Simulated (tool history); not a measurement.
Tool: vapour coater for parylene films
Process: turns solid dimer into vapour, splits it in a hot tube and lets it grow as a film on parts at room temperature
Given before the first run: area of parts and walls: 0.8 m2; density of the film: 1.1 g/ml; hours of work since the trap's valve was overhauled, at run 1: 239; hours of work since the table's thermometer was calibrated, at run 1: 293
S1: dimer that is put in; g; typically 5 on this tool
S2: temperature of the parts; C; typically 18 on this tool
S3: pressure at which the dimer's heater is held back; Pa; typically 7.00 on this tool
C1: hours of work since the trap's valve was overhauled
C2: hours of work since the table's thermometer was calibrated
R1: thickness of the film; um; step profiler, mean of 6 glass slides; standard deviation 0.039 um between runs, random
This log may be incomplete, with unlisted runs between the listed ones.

{"run": 1, "hour": 0.0, "S1": 5, "S2": 18, "S3": 7.0, "C1": 239, "C2": 293, "R1": 3.87}
{"run": 2, "hour": 7.6, "S1": 5, "S2": 18, "S3": 7.0, "C1": 243, "C2": 297, "R1": 3.83}
{"run": 3, "hour": 21.0, "S1": 5, "S2": 18, "S3": 7.0, "C1": 251, "C2": 305, "R1": 3.95}
{"run": 4, "hour": 38.8, "S1": 3, "S2": 18, "S3": 7.0, "C1": 261, "C2": 315, "R1": 2.35}
{"run": 5, "hour": 51.8, "S1": 3, "S2": 26, "S3": 7.0, "C1": 269, "C2": 323, "R1": 1.87}
{"run": 6, "hour": 70.0, "S1": 3, "S2": 26, "S3": 7.0, "C1": 279, "C2": 333, "R1": 1.84}
{"run": 7, "hour": 78.3, "S1": 3, "S2": 26, "S3": 7.0, "C1": 284, "C2": 338, "R1": 1.84}
{"run": 8, "hour": 90.9, "S1": 5, "S2": 14, "S3": 7.0, "C1": 291, "C2": 345, "R1": 4.38}
{"run": 9, "hour": 107.3, "S1": 5, "S2": 14, "S3": 7.0, "C1": 300, "C2": 354, "R1": 4.38}
{"run": 10, "hour": 121.5, "S1": 5, "S2": 14, "S3": 7.0, "C1": 308, "C2": 362, "R1": 4.33}
{"run": 11, "hour": 135.3, "S1": 5, "S2": 14, "S3": 7.0, "C1": 316, "C2": 370, "R1": 4.33}
{"run": 12, "hour": 151.5, "S1": 5, "S2": 18, "S3": 7.0, "C1": 325, "C2": 380, "R1": 3.87}
{"run": 13, "hour": 163.3, "S1": 5, "S2": 25, "S3": 7.0, "C1": 332, "C2": 386, "R1": 3.15}
{"hour": 168.6, "done": "trap's valve overhauled"}
{"run": 14, "hour": 176.9, "S1": 5, "S2": 18, "S3": 7.0, "C1": 5, "C2": 392, "R1": 3.73}
{"run": 15, "hour": 195.3, "S1": 5, "S2": 18, "S3": 7.0, "C1": 15, "C2": 402, "R1": 3.83}
{"run": 16, "hour": 207.2, "S1": 3, "S2": 18, "S3": 4.14, "C1": 22, "C2": 409, "R1": 2.41}
{"run": 17, "hour": 217.3, "S1": 8, "S2": 26, "S3": 9.79, "C1": 28, "C2": 415, "R1": 4.66}
{"run": 18, "hour": 228.6, "S1": 5, "S2": 18, "S3": 5.88, "C1": 34, "C2": 421, "R1": 3.75}
{"run": 19, "hour": 237.0, "S1": 5, "S2": 18, "S3": 5.88, "C1": 39, "C2": 426, "R1": 3.85}
{"run": 20, "hour": 248.1, "S1": 8, "S2": 25, "S3": 7.0, "C1": 45, "C2": 432, "R1": 4.84}
{"run": 21, "hour": 261.3, "S1": 4, "S2": 23, "S3": 11.48, "C1": 53, "C2": 440, "R1": 2.47}
{"hour": 271.7, "done": "trap's valve overhauled, once more"}
{"run": 22, "hour": 283.3, "S1": 2, "S2": 15, "S3": 6.41, "C1": 7, "C2": 450, "R1": 1.82}
{"run": 23, "hour": 297.2, "S1": 6, "S2": 25, "S3": 4.37, "C1": 15, "C2": 458, "R1": 4.18}
{"run": 24, "hour": 310.7, "S1": 6, "S2": 25, "S3": 4.37, "C1": 22, "C2": 466, "R1": 4.22}
{"run": 25, "hour": 325.8, "S1": 5, "S2": 26, "S3": 7.0, "C1": 31, "C2": 475, "R1": 3.19}
{"run": 26, "hour": 339.6, "S1": 5, "S2": 11, "S3": 6.93, "C1": 39, "C2": 482, "R1": 5.01}
{"run": 27, "hour": 350.2, "S1": 3, "S2": 18, "S3": 9.41, "C1": 45, "C2": 488, "R1": 2.34}
{"run": 28, "hour": 361.8, "S1": 3, "S2": 18, "S3": 9.41, "C1": 51, "C2": 495, "R1": 2.32}
{"run": 29, "hour": 377.1, "S1": 3, "S2": 18, "S3": 9.41, "C1": 60, "C2": 504, "R1": 2.29}
{"run": 30, "hour": 392.6, "S1": 3, "S2": 19, "S3": 6.28, "C1": 69, "C2": 513, "R1": 2.38}

Pick out some run-to-run changes in R1. Of each, how much would a tool without hidden state show as well, from the settings, what came in and chance, and how much is left for the hidden state and any gauge scatter not in both results compared?
The hidden state here: vapour lost through the trap's worn valve, %; true temperature of the parts over the reading, C; drift of the gauge itself on film_um, %.
Run 7 -> 8: S1 3 -> 5, S2 26 -> 14. R1 +2.54 um: hidden state -0.18, all else +2.72.
Run 16 -> 17: S1 3 -> 8, S2 18 -> 26, S3 4.14 -> 9.79. R1 +2.25 um: hidden state -0.23, all else +2.48.
Run 20 -> 21: S1 8 -> 4, S2 25 -> 23, S3 7.00 -> 11.48. R1 -2.37 um: hidden state +0.24, all else -2.61.
Run 21 -> 22: S1 4 -> 2, S2 23 -> 15, S3 11.48 -> 6.41, trap's valve overhauled, once more. R1 -0.65 um: hidden state +0.24, all else -0.89.
Run 26 -> 27: S1 5 -> 3, S2 11 -> 18, S3 6.93 -> 9.41. R1 -2.67 um: hidden state +0.05, all else -2.72.
